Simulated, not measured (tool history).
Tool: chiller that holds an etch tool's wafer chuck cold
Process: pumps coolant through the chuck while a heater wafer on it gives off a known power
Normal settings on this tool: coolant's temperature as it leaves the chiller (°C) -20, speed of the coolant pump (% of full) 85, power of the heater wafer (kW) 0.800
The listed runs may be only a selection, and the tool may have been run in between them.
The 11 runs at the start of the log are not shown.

run,hour,coolant's temperature as it leaves the chiller (°C),speed of the coolant pump (% of full),power of the heater wafer (kW),chuck's temperature once it has settled (°C),how much warmer the coolant comes back (C)
12,1142.4,-20,85,0.800,-11.9,2.66
13,1267.9,-20,93,0.800,-12.3,2.41
14,1378.5,-20,93,0.800,-12.3,2.45
15,1510.3,-20,93,0.800,-12.3,2.44
16,1617.1,-20,93,0.800,-12.3,2.42
17,1682.5,-20,76,0.800,-11.3,3.01
18,1762.0,-20,93,0.753,-12.8,2.30
19,1871.0,-20,93,0.753,-12.9,2.28
20,1983.9,-20,85,0.800,-11.9,2.66
21,2082.2,-25,62,0.536,-18.5,2.48
22,2226.6,-22,80,0.536,-16.2,1.91

Forecast run 23:
23,2337.6,-22,67,0.536,?,?

{"run 23": {"chuck's temperature once it has settled (°C)": -15.7, "how much warmer the coolant comes back (C)": 2.29}}
On a tool with no hidden condition, and with the same random variation, this run would have come out at chuck's temperature once it has settled (°C) -16.1, how much warmer the coolant comes back (C) 2.22.
